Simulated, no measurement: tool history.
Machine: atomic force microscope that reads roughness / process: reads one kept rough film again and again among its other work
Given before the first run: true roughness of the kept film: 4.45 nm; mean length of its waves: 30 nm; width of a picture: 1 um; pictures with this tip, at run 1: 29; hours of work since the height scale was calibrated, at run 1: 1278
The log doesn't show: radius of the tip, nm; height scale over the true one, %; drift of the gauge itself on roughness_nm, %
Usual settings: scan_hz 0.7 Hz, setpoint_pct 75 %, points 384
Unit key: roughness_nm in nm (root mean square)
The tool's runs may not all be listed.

run    hour  scan_hz  setpoint_pct  points  pictures with this tip  hours of work since the height scale was calibrated  roughness_nm
  1       0      0.7            75     384                      29                                                 1278         3.181
  2    47.1      0.7            75     278                     120                                                 1311         2.568
       57.1  -- new tip fitted
  3    81.8      0.7            75     278                      48                                                 1335         3.082
      126.9  -- new tip fitted
  4   126.9      0.7            75     278                       0                                                 1367         3.444
  5   160.5      0.7            75     278                      65                                                 1390         2.961
      199.6  -- new tip fitted
  6   205.8      0.7            75     278                      12                                                 1422         3.314
  7     246      0.7            76     384                      89                                                 1450         2.792
      269.7  -- new tip fitted
  8   299.8      0.7            76     384                      58                                                 1487         3.015
      340.2  -- new tip fitted
  9   353.3      0.7            76     384                      25                                                 1524         3.251
 10   397.4      0.7            76     384                     110                                                 1555         2.732
      411.3  -- new tip fitted
 11   427.9      0.7            76     384                      32                                                 1576         3.154
 12   463.3      0.7            76     384                     101                                                 1601         2.664
        481  -- new tip fitted
 13   507.7      0.7            76     384                      51                                                 1632         3.082
 14   547.1      0.7            75     384                     127                                                 1660         2.629
        553  -- new tip fitted
 15   605.8      0.7            75     384                     101                                                 1701         2.739
      623.8  -- new tip fitted
 16   664.8      0.7            75     384                      79                                                 1742         2.812
 17     693      0.7            75     384                     133                                                 1761         2.492
      697.7  -- new tip fitted
 18   725.8      0.7            75     363                      54                                                 1784         3.003
      767.8  -- new tip fitted
 19   767.8      0.7            82     384                       0                                                 1813         3.402
 20   800.7      0.7            67     384                      63                                                 1836         3.006
      839.1  -- new tip fitted
 21   856.6      0.7            67     717                      34                                                 1875         3.153
 22   891.4    3.632            57     384                     101                                                 1900         2.629
      913.8  -- new tip fitted
 23   919.7    1.113            72     384                      12                                                 1919         3.287
 24   950.6      0.7            75     412                      71                                                 1941          2.87
      984.1  -- new tip fitted
 25  1007.9      0.7            75     555                      46                                                 1981         3.035
 26  1045.2    0.966            90     413                     118                                                 2007         2.384
     1055.3  -- new tip fitted
 27  1101.2      0.7            60     384                      89                                                 2046         2.764
     1125.1  -- new tip fitted
 28  1156.8      0.7            76     384                      61                                                 2084         3.001
     1191.8  -- height scale calibrated on a step standard
     1196.2  -- new tip fitted
 29  1208.9      0.7            76     384                      25                                                   12         3.317
 30  1242.9      0.7            76     384                      90                                                   36         2.891
     1267.7  -- new tip fitted
 31  1289.9    1.742            75     935                      43                                                   68         2.994
 32  1325.2    2.406            75     935                     111                                                   93         2.501
     1340.2  -- new tip fitted
 33  1384.3    1.655            75     378                      85                                                  134         2.643

The same runs without the tool's hidden state, with the same run-to-run variation:
run  roughness_nm
  1         3.557
  2         3.519
  3         3.511
  4         3.531
  5         3.545
  6         3.523
  7         3.545
  8         3.519
  9         3.525
 10         3.563
 11         3.551
 12         3.539
 13         3.567
 14         3.543
 15         3.544
 16         3.536
 17         3.537
 18         3.535
 19         3.496
 20         3.606
 21         3.614
 22         3.462
 23         3.508
 24         3.562
 25         3.561
 26         3.307
 27         3.593
 28          3.56
 29         3.552
 30         3.562
 31         3.415
 32         3.263
 33          3.35

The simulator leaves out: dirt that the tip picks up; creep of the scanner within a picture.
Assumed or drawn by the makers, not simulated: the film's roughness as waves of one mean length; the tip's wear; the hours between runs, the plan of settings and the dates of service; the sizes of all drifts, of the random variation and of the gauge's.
